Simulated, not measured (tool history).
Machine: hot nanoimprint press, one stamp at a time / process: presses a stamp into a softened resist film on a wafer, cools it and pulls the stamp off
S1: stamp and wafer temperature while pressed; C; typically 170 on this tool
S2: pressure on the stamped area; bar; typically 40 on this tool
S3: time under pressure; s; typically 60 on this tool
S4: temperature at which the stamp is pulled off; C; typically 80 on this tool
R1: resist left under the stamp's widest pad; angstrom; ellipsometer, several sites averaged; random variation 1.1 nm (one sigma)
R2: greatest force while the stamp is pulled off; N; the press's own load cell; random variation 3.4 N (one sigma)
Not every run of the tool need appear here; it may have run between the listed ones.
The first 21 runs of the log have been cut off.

| run | day | S1 | S2 | S3 | S4 | R1 | R2 |
|---|---|---|---|---|---|---|---|
| 22 | 5.817 | 159 | 42.9 | 38 | 80 | 4184 | 165 |
| 23 | 6.179 | 159 | 42.9 | 38 | 80 | 4203 | 166 |
| 24 | 6.4 | 165 | 31.2 | 81 | 74 | 3217 | 179 |
| 25 | 6.729 | 164 | 31.2 | 81 | 74 | 3363 | 175 |
| 26 | 6.988 | 164 | 28.8 | 81 | 74 | 3415 | 174 |
| 27 | 7.325 | 170 | 40 | 37 | 66 | 3091 | 199 |
|  | 7.408 | gauge calibrated |
| 28 | 7.588 | 170 | 40 | 37 | 66 | 3172 | 204 |
| 29 | 7.779 | 170 | 40 | 37 | 66 | 3175 | 202 |
| 30 | 8.029 | 172 | 28.5 | 86 | 72 | 2469 | 187 |

Branching from run 30: 3 alternative next runs. What would each branch give?
| A | 8.288 | 179 | 28.5 | 48 | 72 | ? | ? |
| B | 8.288 | 163 | 28.5 | 68 | 72 | ? | ? |
| C | 8.288 | 159 | 40 | 46 | 82 | ? | ? |

| run | R1 | R2 |
|---|---|---|
| A | 2255 | 182 |
| B | 3757 | 189 |
| C | 4213 | 156 |
Stripped of hidden state, with their random variation kept, the same runs would have yielded:
| run | R1 | R2 |
|---|---|---|
| A | 2264 | 182 |
| B | 3771 | 188 |
| C | 4227 | 155 |
